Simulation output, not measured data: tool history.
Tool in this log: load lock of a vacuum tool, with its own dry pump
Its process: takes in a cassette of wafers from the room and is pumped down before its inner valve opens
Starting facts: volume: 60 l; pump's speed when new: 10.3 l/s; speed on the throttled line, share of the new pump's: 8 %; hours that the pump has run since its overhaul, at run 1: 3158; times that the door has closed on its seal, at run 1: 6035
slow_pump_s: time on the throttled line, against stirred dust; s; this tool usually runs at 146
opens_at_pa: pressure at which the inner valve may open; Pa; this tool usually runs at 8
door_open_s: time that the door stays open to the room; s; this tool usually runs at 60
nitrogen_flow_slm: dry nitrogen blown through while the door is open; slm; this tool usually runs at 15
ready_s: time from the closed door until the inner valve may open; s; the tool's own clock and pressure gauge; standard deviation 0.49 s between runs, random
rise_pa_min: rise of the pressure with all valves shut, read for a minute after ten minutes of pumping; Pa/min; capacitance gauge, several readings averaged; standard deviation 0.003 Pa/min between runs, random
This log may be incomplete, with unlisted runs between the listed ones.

run,hour,slow_pump_s,opens_at_pa,door_open_s,nitrogen_flow_slm,hours that the pump has run since its overhaul,times that the door has closed on its seal,"incoming humidity of the room's air, %",ready_s,rise_pa_min
1,0,146,8,60,15,3158,6035,44.8,191.4,0.095
2,75,146,8,60,35,3233,6263,46.2,191.1,0.088
3,170.6,146,8,60,35,3329,6554,44.6,191.7,0.09
4,250.6,146,8,84,15,3409,6798,45.4,191.3,0.114
5,332.1,269,8,60,15,3491,7046,47.8,303.6,0.11
6,392.7,146,8,60,8,3551,7230,42.8,191.6,0.118

Forecast run 7:
7,456.8,146,8,60,8,3615,7425,42.2,?,?

{"run 7": {"ready_s": 192.3, "rise_pa_min": 0.114}}
The same run, on a tool lacking any hidden state, would have yielded ready_s 190.7 s, rise_pa_min 0.039 Pa/min.
